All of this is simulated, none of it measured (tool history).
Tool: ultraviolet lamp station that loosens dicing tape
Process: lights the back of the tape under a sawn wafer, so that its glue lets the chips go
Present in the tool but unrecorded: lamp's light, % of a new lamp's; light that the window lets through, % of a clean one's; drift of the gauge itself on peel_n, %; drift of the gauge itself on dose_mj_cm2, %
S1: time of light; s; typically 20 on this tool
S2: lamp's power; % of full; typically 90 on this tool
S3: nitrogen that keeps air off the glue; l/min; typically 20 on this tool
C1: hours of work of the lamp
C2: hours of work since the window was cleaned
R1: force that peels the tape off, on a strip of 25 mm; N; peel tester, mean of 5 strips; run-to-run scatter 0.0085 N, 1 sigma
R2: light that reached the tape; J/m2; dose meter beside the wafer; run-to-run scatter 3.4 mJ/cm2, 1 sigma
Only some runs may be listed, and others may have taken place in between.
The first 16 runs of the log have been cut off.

run 17 hour=223.4 | S1=20 S2=94 S3=20 | C1=438 C2=246 | R1=0.345 R2=5750
run 18 hour=238.2 | S1=20 S2=94 S3=20 | C1=447 C2=255 | R1=0.32 R2=5740
run 19 hour=248.6 | S1=20 S2=94 S3=20 | C1=453 C2=261 | R1=0.335 R2=5710
run 20 hour=264.1 | S1=18 S2=90 S3=20 | C1=462 C2=270 | R1=0.4 R2=4900
run 21 hour=281 | S1=10 S2=84 S3=6 | C1=472 C2=280 | R1=1.41 R2=2580
run 22 hour=300.6 | S1=28 S2=83 S3=20 | C1=483 C2=291 | R1=0.263 R2=7070
run 23 hour=308.8 | S1=37 S2=76 S3=20 | C1=488 C2=296 | R1=0.217 R2=8590
run 24 hour=317.9 | S1=12 S2=85 S3=23 | C1=493 C2=301 | R1=0.716 R2=3090
run 25 hour=336.4 | S1=18 S2=85 S3=10 | C1=504 C2=312 | R1=0.583 R2=4680
run 26 hour=355.4 | S1=14 S2=70 S3=20 | C1=515 C2=323 | R1=0.802 R2=2970
run 27 hour=372 | S1=14 S2=90 S3=20 | C1=525 C2=332 | R1=0.587 R2=3850
run 28 hour=381.6 | S1=14 S2=90 S3=20 | C1=530 C2=338 | R1=0.564 R2=3810
run 29 hour=389.8 | S1=11 S2=69 S3=20 | C1=535 C2=343 | R1=1.126 R2=2350
run 30 hour=400.8 | S1=11 S2=69 S3=20 | C1=541 C2=349 | R1=1.051 R2=2260
run 31 hour=419.3 | S1=14 S2=62 S3=9 | C1=552 C2=360 | R1=1.213 R2=2610
run 32 hour=430.8 | S1=37 S2=70 S3=11 | C1=559 C2=367 | R1=0.271 R2=7830
run 33 hour=445.7 | S1=28 S2=79 S3=19 | C1=567 C2=375 | R1=0.277 R2=6720
run 34 hour=461.6 | S1=20 S2=94 S3=28 | C1=577 C2=385 | R1=0.31 R2=5790
run 35 hour=481.1 | S1=20 S2=92 S3=34 | C1=588 C2=396 | R1=0.28 R2=5590
run 36 hour=495.7 | S1=14 S2=87 S3=27 | C1=597 C2=404 | R1=0.522 R2=3690
run 37 hour=504.8 | S1=29 S2=98 S3=18 | C1=602 C2=410 | R1=0.243 R2=8640
-- hour=520.7 window cleaned of glue's vapour
run 38 hour=524.7 | S1=29 S2=98 S3=18 | C1=613 C2=2 | R1=0.238 R2=8580

Predict each of these 3 candidate next runs independently; none follows another, all start after run 38:
run A hour=536.3 | S1=29 S2=98 S3=7 | C1=620 C2=9 | R1=? R2=?
run B hour=536.3 | S1=30 S2=98 S3=18 | C1=620 C2=9 | R1=? R2=?
run C hour=536.3 | S1=34 S2=80 S3=16 | C1=620 C2=9 | R1=? R2=?

run=A R1=0.298 R2=8700
run=B R1=0.215 R2=8940
run=C R1=0.245 R2=8350
With the hidden condition removed and each run's random variation left untouched, the same runs would have given:
run=A R1=0.298 R2=8710
run=B R1=0.215 R2=8940
run=C R1=0.245 R2=8350

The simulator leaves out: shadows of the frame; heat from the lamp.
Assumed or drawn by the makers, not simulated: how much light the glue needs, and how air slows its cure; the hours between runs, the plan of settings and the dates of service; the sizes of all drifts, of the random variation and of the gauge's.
